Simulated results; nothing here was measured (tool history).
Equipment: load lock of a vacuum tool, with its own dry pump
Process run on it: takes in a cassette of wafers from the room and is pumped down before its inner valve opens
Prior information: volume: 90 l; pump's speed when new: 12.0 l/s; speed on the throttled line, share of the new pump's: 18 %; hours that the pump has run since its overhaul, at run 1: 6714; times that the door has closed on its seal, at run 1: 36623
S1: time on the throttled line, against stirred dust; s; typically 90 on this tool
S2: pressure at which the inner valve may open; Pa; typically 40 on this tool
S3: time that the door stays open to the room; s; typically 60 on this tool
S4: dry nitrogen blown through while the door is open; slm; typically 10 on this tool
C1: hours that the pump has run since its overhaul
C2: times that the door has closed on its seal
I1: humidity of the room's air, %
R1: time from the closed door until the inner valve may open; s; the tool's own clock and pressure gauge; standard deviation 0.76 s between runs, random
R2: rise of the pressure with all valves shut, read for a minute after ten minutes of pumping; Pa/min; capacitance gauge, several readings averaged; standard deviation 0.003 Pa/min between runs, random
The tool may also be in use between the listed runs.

Run 1, day 0.000: usual settings; C1 6714; C2 36623; I1 45.4. Result: R1 137.0 s, R2 0.176 Pa/min.
Run 2, day 8.638: usual settings but S4 29 slm; C1 6921; C2 37067; I1 45.6. Result: R1 138.0 s, R2 0.161 Pa/min.
Run 3, day 22.642: usual settings but S4 29 slm; C1 7258; C2 37787; I1 44.5. Result: R1 136.4 s, R2 0.164 Pa/min.
Run 4, day 36.325: usual settings but S4 29 slm; C1 7586; C2 38490; I1 44.0. Result: R1 137.0 s, R2 0.173 Pa/min.
Run 5, day 47.900: usual settings; C1 7864; C2 39085; I1 45.3. Result: R1 136.7 s, R2 0.191 Pa/min.
Run 6, day 62.242: usual settings but S2 72 Pa; C1 8208; C2 39822; I1 46.3. Result: R1 131.9 s, R2 0.195 Pa/min.
Run 7, day 77.108: usual settings but S2 72 Pa, S4 7 slm; C1 8565; C2 40586; I1 45.0. Result: R1 133.1 s, R2 0.203 Pa/min.
Run 8, day 85.950: usual settings but S2 34 Pa; C1 8777; C2 41041; I1 46.7. Result: R1 139.5 s, R2 0.213 Pa/min.
Run 9, day 99.017: usual settings but S1 66 s; C1 9090; C2 41712; I1 46.9. Result: R1 118.9 s, R2 0.211 Pa/min.
Run 10, day 119.021: usual settings but S1 66 s; C1 9571; C2 42741; I1 43.6. Result: R1 118.1 s, R2 0.210 Pa/min.
Run 11, day 132.962: usual settings but S1 66 s, S2 49 Pa; C1 9905; C2 43458; I1 43.8. Result: R1 117.5 s, R2 0.217 Pa/min.
Run 12, day 150.250: usual settings but S1 168 s; C1 10320; C2 44346; I1 43.4. Result: R1 200.5 s, R2 0.221 Pa/min.
Run 13, day 169.362: usual settings but S1 168 s; C1 10779; C2 45328; I1 38.9. Result: R1 199.2 s, R2 0.231 Pa/min.
Run 14, day 188.621: usual settings; C1 11241; C2 46318; I1 46.4. Result: R1 139.3 s, R2 0.235 Pa/min.
Run 15, day 205.846: usual settings; C1 11654; C2 47204; I1 44.0. Result: R1 139.6 s, R2 0.241 Pa/min.
Run 16, day 219.375: usual settings but S4 9 slm; C1 11979; C2 47899; I1 39.7. Result: R1 139.9 s, R2 0.249 Pa/min.
Run 17, day 235.571: usual settings but S4 9 slm; C1 12368; C2 48732; I1 43.4. Result: R1 141.0 s, R2 0.258 Pa/min.
Run 18, day 254.771: usual settings but S4 9 slm; C1 12829; C2 49719; I1 44.5. Result: R1 140.5 s, R2 0.267 Pa/min.
Run 19, day 268.946: usual settings but S2 45 Pa; C1 13169; C2 50447; I1 42.5. Result: R1 138.3 s, R2 0.271 Pa/min.
Run 20, day 281.892: usual settings but S1 62 s, S2 45 Pa, S4 5 slm; C1 13479; C2 51113; I1 46.9. Result: R1 117.9 s, R2 0.282 Pa/min.
Run 21, day 290.833: usual settings but S1 76 s, S2 43 Pa; C1 13694; C2 51573; I1 48.6. Result: R1 129.5 s, R2 0.280 Pa/min.
Run 22, day 302.392: usual settings but S3 64 s; C1 13971; C2 52167; I1 43.8. Result: R1 141.3 s, R2 0.287 Pa/min.
Run 23, day 320.829: usual settings but S3 34 s, S4 14 slm; C1 14414; C2 53114; I1 45.4. Result: R1 142.0 s, R2 0.272 Pa/min.
Run 24, day 333.992: usual settings but S1 70 s, S3 188 s, S4 14 slm; C1 14730; C2 53791; I1 43.6. Result: R1 126.6 s, R2 0.324 Pa/min.
Run 25, day 348.258: usual settings but S1 151 s, S2 46 Pa, S3 74 s, S4 21 slm; C1 15072; C2 54524; I1 45.3. Result: R1 189.6 s, R2 0.293 Pa/min.
Run 26, day 363.438: usual settings but S1 128 s, S2 73 Pa, S3 120 s, S4 16 slm; C1 15437; C2 55304; I1 42.7. Result: R1 166.1 s, R2 0.309 Pa/min.
Run 27, day 373.779: usual settings but S1 48 s, S2 70 Pa, S3 57 s, S4 21 slm; C1 15685; C2 55836; I1 44.5. Result: R1 105.0 s, R2 0.303 Pa/min.
Run 28, day 387.329: usual settings but S4 5 slm; C1 16010; C2 56533; I1 48.9. Result: R1 142.9 s, R2 0.331 Pa/min.
Run 29, day 397.721: usual settings but S4 5 slm; C1 16259; C2 57067; I1 48.5. Result: R1 143.9 s, R2 0.332 Pa/min.
Run 30, day 407.783: usual settings but S2 55 Pa, S3 136 s, S4 5 slm; C1 16501; C2 57584; I1 44.3. Result: R1 140.4 s, R2 0.372 Pa/min.
Run 31, day 420.129: usual settings but S1 53 s, S2 46 Pa, S3 78 s, S4 26 slm; C1 16797; C2 58219; I1 45.7. Result: R1 113.3 s, R2 0.316 Pa/min.

Run 32 is up next; what results do you expect?
Run 32, day 428.588: usual settings but S1 66 s, S2 35 Pa, S3 78 s, S4 26 slm; C1 17000; C2 58653; I1 46.5. Result: R1 ?, R2 ?.

{"run 32": {"R1": 126.9, "R2": 0.321}}
Had the tool carried no hidden state, the very same run would have given R1 114.1 s, R2 0.021 Pa/min.
